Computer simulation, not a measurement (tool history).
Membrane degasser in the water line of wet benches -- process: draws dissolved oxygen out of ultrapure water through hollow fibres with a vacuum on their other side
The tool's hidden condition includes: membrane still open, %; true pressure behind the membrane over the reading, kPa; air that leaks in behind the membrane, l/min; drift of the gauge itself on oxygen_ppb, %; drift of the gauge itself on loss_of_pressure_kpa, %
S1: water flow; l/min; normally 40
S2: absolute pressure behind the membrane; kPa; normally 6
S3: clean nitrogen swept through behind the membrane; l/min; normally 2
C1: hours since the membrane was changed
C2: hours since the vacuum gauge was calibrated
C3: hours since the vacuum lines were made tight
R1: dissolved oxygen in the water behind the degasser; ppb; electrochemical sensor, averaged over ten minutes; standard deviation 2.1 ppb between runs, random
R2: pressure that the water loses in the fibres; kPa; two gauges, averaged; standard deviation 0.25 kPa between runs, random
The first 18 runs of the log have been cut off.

| run | hour | S1 | S2 | S3 | C1 | C2 | C3 | R1 | R2 |
|---|---|---|---|---|---|---|---|---|---|
| 19 | 1462.9 | 46 | 6.42 | 3.39 | 6092 | 3078 | 2159 | 236.2 | 77.8 |
| 20 | 1536.9 | 40 | 8.19 | 5.28 | 6166 | 3152 | 2233 | 172.8 | 67.9 |
| 21 | 1592.2 | 34 | 10.46 | 1.05 | 6221 | 3208 | 2288 | 503 | 57.57 |
| 22 | 1669.7 | 42 | 10.86 | 1.16 | 6299 | 3285 | 2366 | 625.3 | 71.05 |
|  | 1728.4 | gauge calibrated |
| 23 | 1786.4 | 42 | 5.15 | 1.6 | 6415 | 3402 | 2482 | 208.8 | 69.04 |
| 24 | 1865 | 50 | 6 | 1.15 | 6494 | 3481 | 2561 | 406 | 83.39 |
| 25 | 1944 | 50 | 6 | 1.15 | 6573 | 3560 | 2640 | 408.9 | 83.44 |
| 26 | 2021.2 | 50 | 6 | 1.15 | 6650 | 3637 | 2717 | 410 | 83.42 |
| 27 | 2139.7 | 30 | 14.57 | 3.52 | 6769 | 3755 | 2836 | 246.4 | 50.27 |
| 28 | 2205.2 | 48 | 12.79 | 1.36 | 6834 | 3821 | 2901 | 793.3 | 80.78 |
| 29 | 2276.8 | 57 | 7.19 | 2 | 6906 | 3892 | 2973 | 499.1 | 95.04 |
| 30 | 2350.6 | 43 | 11.79 | 2 | 6980 | 3966 | 3047 | 491.9 | 71.69 |
| 31 | 2462.7 | 43 | 11.79 | 2 | 7092 | 4078 | 3159 | 487.8 | 71.91 |
| 32 | 2534.9 | 34 | 6 | 4 | 7164 | 4150 | 3231 | 100.3 | 56.92 |

What if the next run were any one of these 4? Each begins from the tool's condition after run 32:
| A | 2608.5 | 25 | 10.8 | 0.98 | 7237 | 4224 | 3304 | ? | ? |
| B | 2608.5 | 39 | 6 | 2.01 | 7237 | 4224 | 3304 | ? | ? |
| C | 2608.5 | 40 | 4.85 | 2 | 7237 | 4224 | 3304 | ? | ? |
| D | 2608.5 | 61 | 4.82 | 1.17 | 7237 | 4224 | 3304 | ? | ? |

| run | R1 | R2 |
|---|---|---|
| A | 412.9 | 41.89 |
| B | 197.5 | 65.23 |
| C | 158.7 | 67.45 |
| D | 466 | 102.22 |
Take away the tool's hidden state, keep each run's random variation, and the runs would have read:
| run | R1 | R2 |
|---|---|---|
| A | 412.8 | 41.42 |
| B | 197.2 | 64.5 |
| C | 158.4 | 66.69 |
| D | 465.2 | 101.07 |
